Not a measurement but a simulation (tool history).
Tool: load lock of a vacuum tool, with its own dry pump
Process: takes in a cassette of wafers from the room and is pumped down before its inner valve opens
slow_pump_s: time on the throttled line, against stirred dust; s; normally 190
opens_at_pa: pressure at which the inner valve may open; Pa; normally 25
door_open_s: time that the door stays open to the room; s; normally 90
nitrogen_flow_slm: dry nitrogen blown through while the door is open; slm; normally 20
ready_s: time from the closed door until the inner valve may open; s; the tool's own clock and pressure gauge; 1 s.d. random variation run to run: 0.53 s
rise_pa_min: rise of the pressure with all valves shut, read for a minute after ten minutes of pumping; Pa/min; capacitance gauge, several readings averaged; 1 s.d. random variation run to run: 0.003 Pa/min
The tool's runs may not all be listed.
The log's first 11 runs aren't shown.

| run | day | slow_pump_s | opens_at_pa | door_open_s | nitrogen_flow_slm | hours that the pump has run since its overhaul | times that the door has closed on its seal | incoming humidity of the room's air, % | ready_s | rise_pa_min |
|---|---|---|---|---|---|---|---|---|---|---|
| 12 | 61.154 | 190 | 25 | 90 | 44 | 7730 | 28150 | 45.6 | 243.0 | 0.316 |
| 13 | 67.371 | 190 | 25 | 90 | 44 | 7880 | 28857 | 41.7 | 243.7 | 0.326 |
| 14 | 71.783 | 190 | 25 | 90 | 44 | 7985 | 29359 | 44.7 | 243.5 | 0.335 |
| 15 | 77.825 | 190 | 25 | 90 | 44 | 8131 | 30046 | 43.4 | 243.4 | 0.340 |
| 16 | 80.821 | 190 | 25 | 90 | 44 | 8202 | 30387 | 40.4 | 243.1 | 0.352 |
| 17 | 87.796 | 190 | 20 | 90 | 20 | 8370 | 31180 | 42.3 | 245.7 | 0.376 |
| 18 | 92.917 | 190 | 20 | 90 | 20 | 8493 | 31762 | 44.5 | 245.8 | 0.391 |
| 19 | 97.554 | 190 | 22 | 90 | 20 | 8604 | 32289 | 42.5 | 243.8 | 0.396 |
| 20 | 102.071 | 190 | 25 | 192 | 20 | 8712 | 32803 | 46.8 | 244.0 | 0.422 |
| 21 | 105.088 | 190 | 25 | 192 | 20 | 8785 | 33146 | 42.4 | 242.9 | 0.442 |
| 22 | 111.208 | 266 | 18 | 192 | 20 | 8932 | 33842 | 47.5 | 313.6 | 0.439 |
| 23 | 116.075 | 266 | 20 | 35 | 8 | 9048 | 34395 | 48.8 | 312.6 | 0.435 |
| 24 | 121.588 | 134 | 31 | 26 | 20 | 9181 | 35022 | 40.4 | 192.5 | 0.425 |
| 25 | 125.950 | 134 | 31 | 26 | 20 | 9285 | 35518 | 44.0 | 193.3 | 0.429 |
| 26 | 131.529 | 134 | 47 | 26 | 20 | 9419 | 36152 | 44.4 | 189.6 | 0.448 |
| 27 | 136.704 | 134 | 47 | 26 | 20 | 9544 | 36741 | 45.2 | 188.8 | 0.459 |
| 28 | 140.833 | 134 | 47 | 26 | 20 | 9643 | 37210 | 44.0 | 188.7 | 0.472 |
| 29 | 145.896 | 125 | 33 | 26 | 20 | 9764 | 37786 | 43.4 | 184.9 | 0.482 |
| 30 | 152.875 | 125 | 33 | 26 | 20 | 9932 | 38579 | 43.5 | 184.7 | 0.485 |
| 31 | 156.946 | 146 | 30 | 226 | 7 | 10029 | 39042 | 47.8 | 204.7 | 0.616 |
| 32 | 163.167 | 146 | 30 | 29 | 5 | 10179 | 39749 | 50.4 | 204.8 | 0.540 |
| 33 | 170.133 | 146 | 41 | 29 | 5 | 10346 | 40542 | 46.3 | 201.8 | 0.552 |
| 34 | 176.550 | 324 | 19 | 29 | 5 | 10500 | 41271 | 44.9 | 364.4 | 0.562 |
| 35 | 181.996 | 277 | 41 | 33 | 7 | 10631 | 41890 | 40.5 | 314.9 | 0.584 |
| 36 | 184.992 | 109 | 25 | 211 | 20 | 10703 | 42231 | 41.4 | 173.2 | 0.609 |

Forecast each of these 3 alternatives for the next run:
| A | 191.212 | 112 | 42 | 90 | 20 | 10852 | 42938 | 46.9 | ? | ? |
| B | 191.212 | 172 | 25 | 90 | 7 | 10852 | 42938 | 46.4 | ? | ? |
| C | 191.212 | 101 | 25 | 225 | 23 | 10852 | 42938 | 45.8 | ? | ? |

| run | ready_s | rise_pa_min |
|---|---|---|
| A | 171.9 | 0.615 |
| B | 229.3 | 0.625 |
| C | 166.0 | 0.632 |
Had the tool no hidden state, the same runs would have come out as:
| run | ready_s | rise_pa_min |
|---|---|---|
| A | 165.9 | 0.045 |
| B | 223.7 | 0.071 |
| C | 159.6 | 0.065 |

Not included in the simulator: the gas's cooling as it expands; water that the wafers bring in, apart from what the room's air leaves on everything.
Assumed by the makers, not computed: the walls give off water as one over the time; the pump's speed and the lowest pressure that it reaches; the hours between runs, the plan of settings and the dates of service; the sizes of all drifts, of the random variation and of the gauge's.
